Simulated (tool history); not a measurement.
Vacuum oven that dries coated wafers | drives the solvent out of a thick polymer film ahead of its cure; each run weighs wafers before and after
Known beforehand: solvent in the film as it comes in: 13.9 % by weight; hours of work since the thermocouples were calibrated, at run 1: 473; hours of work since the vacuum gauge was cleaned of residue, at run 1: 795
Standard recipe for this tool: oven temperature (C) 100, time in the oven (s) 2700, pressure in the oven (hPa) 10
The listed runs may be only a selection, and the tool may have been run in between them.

| run | hour | oven temperature (C) | time in the oven (s) | pressure in the oven (hPa) | hours of work since the thermocouples were calibrated | hours of work since the vacuum gauge was cleaned of residue | solvent left in the film (%) |
|---|---|---|---|---|---|---|---|
| 1 | 0 | 100 | 2700 | 10 | 473 | 795 | 2.78 |
| 2 | 37.5 | 100 | 2700 | 25.6 | 497 | 819 | 4.31 |
| 3 | 92.7 | 99 | 2700 | 10 | 532 | 854 | 2.98 |
| 4 | 138.5 | 99 | 2700 | 10 | 561 | 883 | 3.07 |
| 5 | 196.2 | 99 | 2700 | 10 | 598 | 920 | 3.03 |
| 6 | 225 | 100 | 2700 | 10 | 616 | 938 | 2.84 |
| 7 | 263.3 | 90 | 2700 | 10 | 641 | 963 | 5.48 |
| 8 | 307.1 | 90 | 2700 | 10 | 668 | 991 | 5.42 |
| 9 | 337.1 | 100 | 2700 | 10 | 688 | 1010 | 2.89 |
| 10 | 382.1 | 100 | 2700 | 17.7 | 716 | 1038 | 3.63 |
| 11 | 412.1 | 100 | 2700 | 17.7 | 735 | 1058 | 3.53 |
| 12 | 467.8 | 100 | 2700 | 17.7 | 771 | 1093 | 3.59 |
| 13 | 493.9 | 100 | 2700 | 8.5 | 788 | 1110 | 2.68 |
| 14 | 551.2 | 100 | 2700 | 10 | 824 | 1146 | 2.8 |
| 15 | 600.6 | 100 | 2700 | 10 | 856 | 1178 | 2.83 |
| 16 | 647.3 | 100 | 2700 | 10 | 885 | 1208 | 2.81 |
| 17 | 688.4 | 92 | 1380 | 31.8 | 912 | 1234 | 9.06 |
| 18 | 718.7 | 103 | 2880 | 7.1 | 931 | 1253 | 1.85 |
| 19 | 779.2 | 104 | 2220 | 20.5 | 969 | 1292 | 3.41 |
| 20 | 809.8 | 99 | 2220 | 17 | 989 | 1311 | 4.36 |
| 21 | 852.7 | 110 | 1620 | 6.1 | 1016 | 1339 | 1.91 |
|  | 875.5 | vacuum gauge cleaned of residue and calibrated |
| 22 | 887.6 | 100 | 1380 | 10 | 1038 | 8 | 5.23 |
| 23 | 948.9 | 100 | 1380 | 10 | 1077 | 47 | 5.08 |
| 24 | 986.8 | 86 | 2520 | 21.9 | 1101 | 71 | 8.18 |
| 25 | 1026.2 | 86 | 4560 | 21.9 | 1126 | 96 | 6.51 |
| 26 | 1080.6 | 86 | 4680 | 21.9 | 1161 | 131 | 6.58 |
| 27 | 1131.4 | 112 | 1620 | 15 | 1193 | 163 | 2.13 |

Here are 4 independent what-if runs from the current tool condition. What would each one return?
| A | 1157.8 | 112 | 1920 | 15 | 1210 | 180 | ? |
| B | 1157.8 | 113 | 4500 | 37.1 | 1210 | 180 | ? |
| C | 1157.8 | 105 | 2880 | 39.7 | 1210 | 180 | ? |
| D | 1157.8 | 108 | 2700 | 24 | 1210 | 180 | ? |

| run | solvent left in the film (%) |
|---|---|
| A | 1.79 |
| B | 2.7 |
| C | 4.48 |
| D | 2.49 |
The same runs, with their run-to-run variation unchanged, on a tool lacking any hidden condition would have given:
| run | solvent left in the film (%) |
|---|---|
| A | 1.82 |
| B | 2.72 |
| C | 4.52 |
| D | 2.51 |
